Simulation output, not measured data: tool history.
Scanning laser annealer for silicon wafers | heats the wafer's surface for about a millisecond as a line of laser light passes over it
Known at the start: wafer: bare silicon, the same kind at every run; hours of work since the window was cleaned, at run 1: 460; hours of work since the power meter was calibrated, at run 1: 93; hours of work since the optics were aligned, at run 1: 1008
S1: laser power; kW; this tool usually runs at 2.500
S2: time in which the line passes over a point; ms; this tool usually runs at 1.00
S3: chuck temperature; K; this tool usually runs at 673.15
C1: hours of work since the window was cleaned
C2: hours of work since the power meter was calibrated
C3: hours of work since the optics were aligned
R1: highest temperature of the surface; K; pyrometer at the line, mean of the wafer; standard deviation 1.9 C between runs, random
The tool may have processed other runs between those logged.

{"run": 1, "hour": 0.0, "S1": 2.5, "S2": 1.0, "S3": 673.15, "C1": 460, "C2": 93, "C3": 1008, "R1": 1412.15}
{"run": 2, "hour": 55.1, "S1": 2.5, "S2": 1.0, "S3": 673.15, "C1": 497, "C2": 130, "C3": 1045, "R1": 1413.15}
{"run": 3, "hour": 110.0, "S1": 2.5, "S2": 1.0, "S3": 673.15, "C1": 534, "C2": 167, "C3": 1082, "R1": 1412.15}
{"run": 4, "hour": 172.8, "S1": 2.5, "S2": 1.0, "S3": 673.15, "C1": 576, "C2": 209, "C3": 1124, "R1": 1409.15}
{"run": 5, "hour": 200.2, "S1": 2.5, "S2": 1.0, "S3": 673.15, "C1": 595, "C2": 227, "C3": 1143, "R1": 1409.15}
{"run": 6, "hour": 257.3, "S1": 2.5, "S2": 1.0, "S3": 673.15, "C1": 633, "C2": 266, "C3": 1181, "R1": 1411.15}
{"run": 7, "hour": 295.9, "S1": 2.5, "S2": 1.0, "S3": 673.15, "C1": 659, "C2": 292, "C3": 1207, "R1": 1411.15}
{"run": 8, "hour": 349.5, "S1": 2.5, "S2": 1.0, "S3": 673.15, "C1": 695, "C2": 328, "C3": 1243, "R1": 1409.15}
{"hour": 377.8, "done": "window over the wafer cleaned"}
{"run": 9, "hour": 384.8, "S1": 2.5, "S2": 1.0, "S3": 673.15, "C1": 5, "C2": 350, "C3": 1265, "R1": 1401.15}
{"run": 10, "hour": 448.5, "S1": 2.5, "S2": 1.0, "S3": 673.15, "C1": 47, "C2": 393, "C3": 1308, "R1": 1400.15}
{"run": 11, "hour": 487.4, "S1": 2.5, "S2": 1.0, "S3": 673.15, "C1": 74, "C2": 419, "C3": 1334, "R1": 1400.15}
{"run": 12, "hour": 522.7, "S1": 2.5, "S2": 1.0, "S3": 673.15, "C1": 97, "C2": 443, "C3": 1358, "R1": 1398.15}
{"hour": 556.7, "done": "window over the wafer cleaned, once more"}
{"run": 13, "hour": 564.6, "S1": 2.5, "S2": 1.0, "S3": 673.15, "C1": 5, "C2": 469, "C3": 1385, "R1": 1417.15}
{"run": 14, "hour": 600.1, "S1": 2.565, "S2": 1.0, "S3": 673.15, "C1": 29, "C2": 493, "C3": 1408, "R1": 1433.15}
{"run": 15, "hour": 642.2, "S1": 2.5, "S2": 1.0, "S3": 696.15, "C1": 57, "C2": 521, "C3": 1437, "R1": 1440.15}
{"run": 16, "hour": 684.4, "S1": 2.5, "S2": 0.96, "S3": 673.15, "C1": 86, "C2": 550, "C3": 1465, "R1": 1402.15}
{"run": 17, "hour": 746.0, "S1": 2.5, "S2": 0.96, "S3": 673.15, "C1": 127, "C2": 591, "C3": 1506, "R1": 1400.15}
{"run": 18, "hour": 775.1, "S1": 2.5, "S2": 0.96, "S3": 673.15, "C1": 147, "C2": 611, "C3": 1526, "R1": 1400.15}
{"run": 19, "hour": 838.8, "S1": 2.5, "S2": 0.74, "S3": 673.15, "C1": 189, "C2": 653, "C3": 1569, "R1": 1314.15}
{"run": 20, "hour": 877.6, "S1": 2.5, "S2": 1.0, "S3": 673.15, "C1": 215, "C2": 679, "C3": 1595, "R1": 1415.15}
{"run": 21, "hour": 938.3, "S1": 2.5, "S2": 1.0, "S3": 673.15, "C1": 256, "C2": 720, "C3": 1635, "R1": 1413.15}
{"run": 22, "hour": 970.7, "S1": 2.5, "S2": 0.82, "S3": 685.15, "C1": 278, "C2": 742, "C3": 1657, "R1": 1357.15}
{"run": 23, "hour": 1034.8, "S1": 2.418, "S2": 0.92, "S3": 710.15, "C1": 321, "C2": 785, "C3": 1700, "R1": 1392.15}
{"run": 24, "hour": 1064.8, "S1": 2.418, "S2": 0.92, "S3": 643.15, "C1": 341, "C2": 805, "C3": 1720, "R1": 1328.15}
{"run": 25, "hour": 1106.0, "S1": 2.18, "S2": 1.0, "S3": 673.15, "C1": 369, "C2": 833, "C3": 1748, "R1": 1317.15}
{"run": 26, "hour": 1146.0, "S1": 2.5, "S2": 1.0, "S3": 692.15, "C1": 395, "C2": 860, "C3": 1775, "R1": 1427.15}
{"run": 27, "hour": 1198.0, "S1": 2.5, "S2": 1.17, "S3": 686.15, "C1": 430, "C2": 894, "C3": 1810, "R1": 1477.15}
{"hour": 1255.9, "done": "optics aligned, line set to its width"}
{"run": 28, "hour": 1269.1, "S1": 2.5, "S2": 1.17, "S3": 677.15, "C1": 475, "C2": 939, "C3": 9, "R1": 1479.15}
{"run": 29, "hour": 1307.6, "S1": 2.374, "S2": 0.93, "S3": 673.15, "C1": 501, "C2": 965, "C3": 35, "R1": 1356.15}
{"run": 30, "hour": 1361.9, "S1": 2.374, "S2": 0.93, "S3": 673.15, "C1": 537, "C2": 1001, "C3": 71, "R1": 1353.15}
{"run": 31, "hour": 1400.3, "S1": 2.5, "S2": 1.18, "S3": 673.15, "C1": 563, "C2": 1027, "C3": 97, "R1": 1476.15}
{"run": 32, "hour": 1462.8, "S1": 2.5, "S2": 1.18, "S3": 673.15, "C1": 605, "C2": 1069, "C3": 139, "R1": 1475.15}
{"run": 33, "hour": 1524.1, "S1": 2.303, "S2": 1.18, "S3": 673.15, "C1": 646, "C2": 1110, "C3": 180, "R1": 1411.15}
{"run": 34, "hour": 1551.9, "S1": 2.303, "S2": 1.18, "S3": 673.15, "C1": 665, "C2": 1129, "C3": 199, "R1": 1412.15}
{"run": 35, "hour": 1585.1, "S1": 2.643, "S2": 1.0, "S3": 673.15, "C1": 687, "C2": 1151, "C3": 221, "R1": 1451.15}
{"hour": 1623.4, "done": "window over the wafer cleaned"}
{"run": 36, "hour": 1623.4, "S1": 2.511, "S2": 0.88, "S3": 666.15, "C1": 0, "C2": 1175, "C3": 245, "R1": 1373.15}
{"run": 37, "hour": 1681.8, "S1": 2.511, "S2": 0.88, "S3": 666.15, "C1": 39, "C2": 1214, "C3": 285, "R1": 1370.15}
{"run": 38, "hour": 1742.4, "S1": 2.511, "S2": 0.88, "S3": 666.15, "C1": 80, "C2": 1255, "C3": 325, "R1": 1371.15}
{"run": 39, "hour": 1776.7, "S1": 2.289, "S2": 0.92, "S3": 635.15, "C1": 103, "C2": 1278, "C3": 348, "R1": 1294.15}
{"run": 40, "hour": 1816.4, "S1": 2.289, "S2": 0.87, "S3": 635.15, "C1": 130, "C2": 1305, "C3": 375, "R1": 1275.15}

Pick out some run-to-run changes in R1. Of each, how much would a tool without hidden state show as well, from the settings, what came in and chance, and how much is left for the hidden state and any gauge scatter not in both results compared?
Hidden state present: light that passes the window, % of a clean one's; laser's true power over the reading, %; width of the line over the set one, %; drift of the gauge itself on peak_c, C.
Run 12 -> 13: window over the wafer cleaned, once more. R1 +19.00 K: hidden state +20.00, all else -1.00.
Run 25 -> 26: S1 2.180 -> 2.500, S3 673.15 -> 692.15. R1 +110.00 K: hidden state -3.00, all else +113.00.
Run 27 -> 28: S3 686.15 -> 677.15, optics aligned, line set to its width. R1 +2.00 K: hidden state +9.00, all else -7.00.
Run 28 -> 29: S1 2.500 -> 2.374, S2 1.17 -> 0.93, S3 677.15 -> 673.15. R1 -123.00 K: hidden state +1.00, all else -124.00.
Run 30 -> 31: S1 2.374 -> 2.500, S2 0.93 -> 1.18. R1 +123.00 K: hidden state -3.00, all else +126.00.
Run 35 -> 36: S1 2.643 -> 2.511, S2 1.00 -> 0.88, S3 673.15 -> 666.15, window over the wafer cleaned. R1 -78.00 K: hidden state +12.00, all else -90.00.
